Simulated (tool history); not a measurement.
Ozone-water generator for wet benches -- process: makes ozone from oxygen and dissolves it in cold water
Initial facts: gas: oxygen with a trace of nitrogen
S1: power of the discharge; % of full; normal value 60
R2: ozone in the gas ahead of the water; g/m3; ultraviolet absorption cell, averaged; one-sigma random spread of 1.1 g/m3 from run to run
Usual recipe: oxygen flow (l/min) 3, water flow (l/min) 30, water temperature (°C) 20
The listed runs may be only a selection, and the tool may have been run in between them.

run 1 hour=0 | S1=60 oxygen_flow_(l/min)=3 water_flow_(l/min)=30 water_temperature_(°C)=20 | dissolved_ozone_(ppm)=11.1 R2=185.5
run 2 hour=26.1 | S1=87 oxygen_flow_(l/min)=3 water_flow_(l/min)=30 water_temperature_(°C)=20 | dissolved_ozone_(ppm)=15.6 R2=259.8
run 3 hour=42.9 | S1=87 oxygen_flow_(l/min)=3 water_flow_(l/min)=30 water_temperature_(°C)=20 | dissolved_ozone_(ppm)=15.7 R2=262.8
run 4 hour=71.3 | S1=87 oxygen_flow_(l/min)=3 water_flow_(l/min)=30 water_temperature_(°C)=20 | dissolved_ozone_(ppm)=15.6 R2=263.8
run 5 hour=100.3 | S1=51 oxygen_flow_(l/min)=3 water_flow_(l/min)=30 water_temperature_(°C)=20 | dissolved_ozone_(ppm)=9.5 R2=160.3
run 6 hour=114.1 | S1=60 oxygen_flow_(l/min)=3 water_flow_(l/min)=30 water_temperature_(°C)=20 | dissolved_ozone_(ppm)=11.2 R2=183.8
run 7 hour=147.3 | S1=60 oxygen_flow_(l/min)=3 water_flow_(l/min)=30 water_temperature_(°C)=20 | dissolved_ozone_(ppm)=11 R2=185
run 8 hour=172.8 | S1=60 oxygen_flow_(l/min)=3 water_flow_(l/min)=30 water_temperature_(°C)=20 | dissolved_ozone_(ppm)=11 R2=187.8
run 9 hour=189.2 | S1=60 oxygen_flow_(l/min)=4.59 water_flow_(l/min)=30 water_temperature_(°C)=20 | dissolved_ozone_(ppm)=12.5 R2=153.5
run 10 hour=218.8 | S1=60 oxygen_flow_(l/min)=3 water_flow_(l/min)=30 water_temperature_(°C)=20 | dissolved_ozone_(ppm)=11.1 R2=184.8
run 11 hour=237.4 | S1=60 oxygen_flow_(l/min)=3 water_flow_(l/min)=30 water_temperature_(°C)=20 | dissolved_ozone_(ppm)=11 R2=184.4
run 12 hour=259.7 | S1=53 oxygen_flow_(l/min)=2.06 water_flow_(l/min)=33 water_temperature_(°C)=14 | dissolved_ozone_(ppm)=8.2 R2=195.7
run 13 hour=292.1 | S1=53 oxygen_flow_(l/min)=2.06 water_flow_(l/min)=33 water_temperature_(°C)=20 | dissolved_ozone_(ppm)=7.8 R2=196.9
run 14 hour=311.3 | S1=53 oxygen_flow_(l/min)=1.52 water_flow_(l/min)=40 water_temperature_(°C)=14 | dissolved_ozone_(ppm)=5.5 R2=222.5

Run 15, settings as shown, results not yet in. Your forecast:
run 15 hour=343 | S1=53 oxygen_flow_(l/min)=1.52 water_flow_(l/min)=40 water_temperature_(°C)=14 | dissolved_ozone_(ppm)=? R2=?

dissolved ozone (ppm): 5.4
R2: 220.5 g/m3
Were there no unlogged condition in the tool, this run, its random variation unchanged, would have produced dissolved ozone (ppm) 5.6, R2 223.1 g/m3.
